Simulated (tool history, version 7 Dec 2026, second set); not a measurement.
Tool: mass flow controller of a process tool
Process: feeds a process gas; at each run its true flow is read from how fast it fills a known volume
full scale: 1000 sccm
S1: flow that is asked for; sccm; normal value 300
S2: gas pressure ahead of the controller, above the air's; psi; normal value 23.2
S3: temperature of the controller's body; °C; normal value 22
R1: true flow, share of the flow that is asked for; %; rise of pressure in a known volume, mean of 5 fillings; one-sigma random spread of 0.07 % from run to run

run 1 hour=0.0 | S1=300 S2=23.2 S3=22 | R1=98.88
run 2 hour=56.7 | S1=300 S2=23.2 S3=22 | R1=98.85
run 3 hour=99.0 | S1=300 S2=23.2 S3=22 | R1=98.96
run 4 hour=176.2 | S1=300 S2=23.2 S3=22 | R1=98.69
run 5 hour=218.4 | S1=300 S2=23.2 S3=22 | R1=98.91
run 6 hour=315.6 | S1=154 S2=23.2 S3=22 | R1=98.97
run 7 hour=403.6 | S1=300 S2=23.2 S3=22 | R1=99.00
run 8 hour=473.4 | S1=300 S2=23.2 S3=25 | R1=98.91
run 9 hour=553.0 | S1=300 S2=23.2 S3=25 | R1=98.87
run 10 hour=602.9 | S1=300 S2=23.2 S3=22 | R1=99.04
run 11 hour=676.8 | S1=300 S2=23.2 S3=22 | R1=99.04
run 12 hour=766.3 | S1=300 S2=23.2 S3=22 | R1=98.97
-- hour=773.6 controller's zero set anew
run 13 hour=813.9 | S1=300 S2=23.2 S3=22 | R1=99.17
run 14 hour=888.8 | S1=300 S2=23.2 S3=22 | R1=99.16
-- hour=965.5 controller's zero set anew, once more
run 15 hour=965.5 | S1=300 S2=23.2 S3=22 | R1=98.78
run 16 hour=1053.6 | S1=300 S2=23.2 S3=22 | R1=98.62
run 17 hour=1150.4 | S1=300 S2=23.2 S3=22 | R1=98.60
run 18 hour=1213.2 | S1=111 S2=26.1 S3=21 | R1=98.30

Run 19, settings as shown, results not yet in. Your forecast:
run 19 hour=1278.9 | S1=155 S2=26.3 S3=22 | R1=?

{"run 19": {"R1": 98.56}}
Minus the tool's unlogged condition, the same run would have read R1 97.88 %.

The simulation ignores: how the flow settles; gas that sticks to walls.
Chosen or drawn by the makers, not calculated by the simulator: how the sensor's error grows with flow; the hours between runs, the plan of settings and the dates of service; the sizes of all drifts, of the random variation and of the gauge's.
